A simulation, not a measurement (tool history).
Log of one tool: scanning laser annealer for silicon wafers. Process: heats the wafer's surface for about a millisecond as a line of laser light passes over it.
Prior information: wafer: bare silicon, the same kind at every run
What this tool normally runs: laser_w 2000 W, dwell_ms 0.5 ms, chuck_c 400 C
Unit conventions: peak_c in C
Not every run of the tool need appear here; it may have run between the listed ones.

run 1 day=0 | laser_w=2000 dwell_ms=0.5 chuck_c=400 | peak_c=1167
run 2 day=2.188 | laser_w=2000 dwell_ms=0.5 chuck_c=400 | peak_c=1169
run 3 day=4.954 | laser_w=2000 dwell_ms=0.5 chuck_c=400 | peak_c=1165
run 4 day=6.604 | laser_w=2069 dwell_ms=0.5 chuck_c=400 | peak_c=1194
run 5 day=8.938 | laser_w=2000 dwell_ms=0.514 chuck_c=400 | peak_c=1169
run 6 day=10.625 | laser_w=2000 dwell_ms=0.514 chuck_c=400 | peak_c=1163
run 7 day=12.279 | laser_w=2000 dwell_ms=0.514 chuck_c=400 | peak_c=1160
run 8 day=14.862 | laser_w=2000 dwell_ms=0.5 chuck_c=400 | peak_c=1148
run 9 day=17.471 | laser_w=2000 dwell_ms=0.5 chuck_c=400 | peak_c=1145
run 10 day=20.183 | laser_w=2000 dwell_ms=0.5 chuck_c=400 | peak_c=1142
run 11 day=22.104 | laser_w=2000 dwell_ms=0.5 chuck_c=400 | peak_c=1142
run 12 day=24.892 | laser_w=2000 dwell_ms=0.5 chuck_c=400 | peak_c=1134
run 13 day=26.133 | laser_w=2000 dwell_ms=0.5 chuck_c=400 | peak_c=1129
run 14 day=27.758 | laser_w=2000 dwell_ms=0.5 chuck_c=400 | peak_c=1130
run 15 day=30.004 | laser_w=2000 dwell_ms=0.5 chuck_c=400 | peak_c=1127
run 16 day=31.742 | laser_w=2000 dwell_ms=0.5 chuck_c=400 | peak_c=1127
-- day=34.167 window over the wafer cleaned
run 17 day=34.525 | laser_w=2000 dwell_ms=0.5 chuck_c=400 | peak_c=1165
run 18 day=36.442 | laser_w=2000 dwell_ms=0.5 chuck_c=400 | peak_c=1157
run 19 day=38.525 | laser_w=2000 dwell_ms=0.5 chuck_c=400 | peak_c=1157
run 20 day=40.125 | laser_w=2000 dwell_ms=0.5 chuck_c=400 | peak_c=1152
-- day=40.462 optics aligned, line set to its width
run 21 day=42.654 | laser_w=2000 dwell_ms=0.363 chuck_c=366 | peak_c=1020
run 22 day=45.083 | laser_w=2000 dwell_ms=0.398 chuck_c=428 | peak_c=1106
run 23 day=47.646 | laser_w=1819 dwell_ms=0.432 chuck_c=418 | peak_c=1040
run 24 day=50.062 | laser_w=1819 dwell_ms=0.432 chuck_c=418 | peak_c=1039
run 25 day=51.792 | laser_w=2156 dwell_ms=0.5 chuck_c=400 | peak_c=1221
run 26 day=53.275 | laser_w=2000 dwell_ms=0.439 chuck_c=400 | peak_c=1101
run 27 day=55.329 | laser_w=2000 dwell_ms=0.439 chuck_c=400 | peak_c=1097
run 28 day=57.104 | laser_w=2000 dwell_ms=0.439 chuck_c=400 | peak_c=1096
run 29 day=58.742 | laser_w=2000 dwell_ms=0.379 chuck_c=430 | peak_c=1080
run 30 day=60.092 | laser_w=2000 dwell_ms=0.379 chuck_c=430 | peak_c=1078
run 31 day=61.788 | laser_w=2116 dwell_ms=0.362 chuck_c=431 | peak_c=1105
run 32 day=63.4 | laser_w=2000 dwell_ms=0.5 chuck_c=391 | peak_c=1118
run 33 day=65.408 | laser_w=2156 dwell_ms=0.364 chuck_c=384 | peak_c=1072
run 34 day=67.154 | laser_w=2156 dwell_ms=0.364 chuck_c=417 | peak_c=1103
run 35 day=68.621 | laser_w=1884 dwell_ms=0.5 chuck_c=400 | peak_c=1072
-- day=69.183 window over the wafer cleaned
run 36 day=71.062 | laser_w=2139 dwell_ms=0.619 chuck_c=396 | peak_c=1309
run 37 day=72.267 | laser_w=2139 dwell_ms=0.619 chuck_c=420 | peak_c=1331
run 38 day=73.558 | laser_w=2139 dwell_ms=0.619 chuck_c=420 | peak_c=1330
run 39 day=75.658 | laser_w=2000 dwell_ms=0.5 chuck_c=368 | peak_c=1125
run 40 day=78.075 | laser_w=2000 dwell_ms=0.35 chuck_c=361 | peak_c=996

Alternative continuations, all from the tool just after run 40; predict every row:
run A day=80.675 | laser_w=2000 dwell_ms=0.35 chuck_c=387 | peak_c=?
run B day=80.675 | laser_w=1813 dwell_ms=0.35 chuck_c=364 | peak_c=?
run C day=80.675 | laser_w=2000 dwell_ms=0.528 chuck_c=375 | peak_c=?
run D day=80.675 | laser_w=2040 dwell_ms=0.5 chuck_c=400 | peak_c=?
run E day=80.675 | laser_w=1984 dwell_ms=0.35 chuck_c=383 | peak_c=?

run=A peak_c=1020
run=B peak_c=920
run=C peak_c=1144
run=D peak_c=1166
run=E peak_c=1009
Take away the tool's hidden state, keep each run's random variation, and the runs would have read:
run=A peak_c=1047
run=B peak_c=944
run=C peak_c=1177
run=D peak_c=1199
run=E peak_c=1036

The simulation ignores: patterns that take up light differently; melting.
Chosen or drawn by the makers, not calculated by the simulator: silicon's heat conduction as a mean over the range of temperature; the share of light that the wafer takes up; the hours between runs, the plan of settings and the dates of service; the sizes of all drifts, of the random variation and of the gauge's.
